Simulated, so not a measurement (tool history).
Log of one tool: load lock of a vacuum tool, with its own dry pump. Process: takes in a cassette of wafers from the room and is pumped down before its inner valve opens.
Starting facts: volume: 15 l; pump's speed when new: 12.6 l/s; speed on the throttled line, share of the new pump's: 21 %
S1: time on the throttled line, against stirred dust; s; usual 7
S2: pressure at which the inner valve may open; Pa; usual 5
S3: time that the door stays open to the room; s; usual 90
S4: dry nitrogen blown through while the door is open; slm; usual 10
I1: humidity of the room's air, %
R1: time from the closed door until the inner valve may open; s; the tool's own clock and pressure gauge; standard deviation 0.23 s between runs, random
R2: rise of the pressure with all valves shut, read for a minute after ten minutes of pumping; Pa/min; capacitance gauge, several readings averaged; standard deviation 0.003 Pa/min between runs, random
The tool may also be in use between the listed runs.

{"run": 1, "hour": 0.0, "S1": 7, "S2": 5, "S3": 90, "S4": 10, "I1": 44.5, "R1": 17.8, "R2": 0.05}
{"run": 2, "hour": 136.0, "S1": 7, "S2": 5, "S3": 90, "S4": 10, "I1": 45.9, "R1": 17.4, "R2": 0.054}
{"run": 3, "hour": 241.5, "S1": 7, "S2": 6, "S3": 90, "S4": 10, "I1": 42.3, "R1": 17.5, "R2": 0.051}
{"run": 4, "hour": 395.2, "S1": 7, "S2": 5, "S3": 90, "S4": 10, "I1": 44.5, "R1": 17.6, "R2": 0.055}
{"run": 5, "hour": 534.7, "S1": 7, "S2": 5, "S3": 90, "S4": 10, "I1": 42.6, "R1": 18.2, "R2": 0.056}
{"run": 6, "hour": 676.0, "S1": 7, "S2": 5, "S3": 90, "S4": 10, "I1": 48.0, "R1": 18.0, "R2": 0.062}
{"run": 7, "hour": 863.8, "S1": 7, "S2": 5, "S3": 90, "S4": 10, "I1": 46.4, "R1": 17.5, "R2": 0.06}
{"run": 8, "hour": 949.6, "S1": 7, "S2": 5, "S3": 90, "S4": 10, "I1": 43.2, "R1": 18.2, "R2": 0.056}
{"run": 9, "hour": 1087.8, "S1": 7, "S2": 7, "S3": 90, "S4": 10, "I1": 42.8, "R1": 17.7, "R2": 0.062}
{"run": 10, "hour": 1265.8, "S1": 7, "S2": 5, "S3": 90, "S4": 10, "I1": 43.3, "R1": 18.0, "R2": 0.06}
{"run": 11, "hour": 1433.1, "S1": 7, "S2": 5, "S3": 90, "S4": 10, "I1": 43.6, "R1": 17.8, "R2": 0.065}
{"run": 12, "hour": 1530.9, "S1": 7, "S2": 5, "S3": 90, "S4": 10, "I1": 47.9, "R1": 18.1, "R2": 0.071}
{"run": 13, "hour": 1729.8, "S1": 7, "S2": 5, "S3": 90, "S4": 10, "I1": 45.8, "R1": 18.2, "R2": 0.068}
{"run": 14, "hour": 1892.7, "S1": 5, "S2": 5, "S3": 40, "S4": 10, "I1": 43.4, "R1": 16.7, "R2": 0.059}
{"run": 15, "hour": 2052.8, "S1": 5, "S2": 5, "S3": 40, "S4": 10, "I1": 42.1, "R1": 16.5, "R2": 0.056}
{"run": 16, "hour": 2193.7, "S1": 6, "S2": 5, "S3": 90, "S4": 10, "I1": 41.6, "R1": 17.2, "R2": 0.071}
{"run": 17, "hour": 2300.0, "S1": 9, "S2": 5, "S3": 93, "S4": 10, "I1": 47.3, "R1": 19.5, "R2": 0.072}
{"run": 18, "hour": 2440.1, "S1": 9, "S2": 5, "S3": 93, "S4": 10, "I1": 44.0, "R1": 19.4, "R2": 0.072}
{"run": 19, "hour": 2648.0, "S1": 5, "S2": 6, "S3": 34, "S4": 18, "I1": 43.3, "R1": 16.2, "R2": 0.063}
{"run": 20, "hour": 2742.7, "S1": 5, "S2": 6, "S3": 34, "S4": 18, "I1": 44.6, "R1": 16.5, "R2": 0.062}
{"run": 21, "hour": 2851.9, "S1": 5, "S2": 4, "S3": 34, "S4": 7, "I1": 47.2, "R1": 17.1, "R2": 0.073}
{"run": 22, "hour": 2958.6, "S1": 5, "S2": 8, "S3": 90, "S4": 10, "I1": 44.6, "R1": 16.1, "R2": 0.079}

Branching from run 22: 4 alternative next runs. What would each branch give?
{"run": "A", "hour": 3061.7, "S1": 6, "S2": 4, "S3": 35, "S4": 10, "I1": 44.3, "R1": "?", "R2": "?"}
{"run": "B", "hour": 3061.7, "S1": 5, "S2": 8, "S3": 48, "S4": 10, "I1": 41.4, "R1": "?", "R2": "?"}
{"run": "C", "hour": 3061.7, "S1": 5, "S2": 5, "S3": 90, "S4": 5, "I1": 45.5, "R1": "?", "R2": "?"}
{"run": "D", "hour": 3061.7, "S1": 12, "S2": 8, "S3": 61, "S4": 27, "I1": 42.6, "R1": "?", "R2": "?"}

run=A R1=17.6 R2=0.067
run=B R1=16.4 R2=0.068
run=C R1=17.0 R2=0.087
run=D R1=21.0 R2=0.064
Take away the tool's hidden state, keep each run's random variation, and the runs would have read:
run=A R1=16.8 R2=0.034
run=B R1=15.6 R2=0.034
run=C R1=16.3 R2=0.054
run=D R1=20.4 R2=0.031
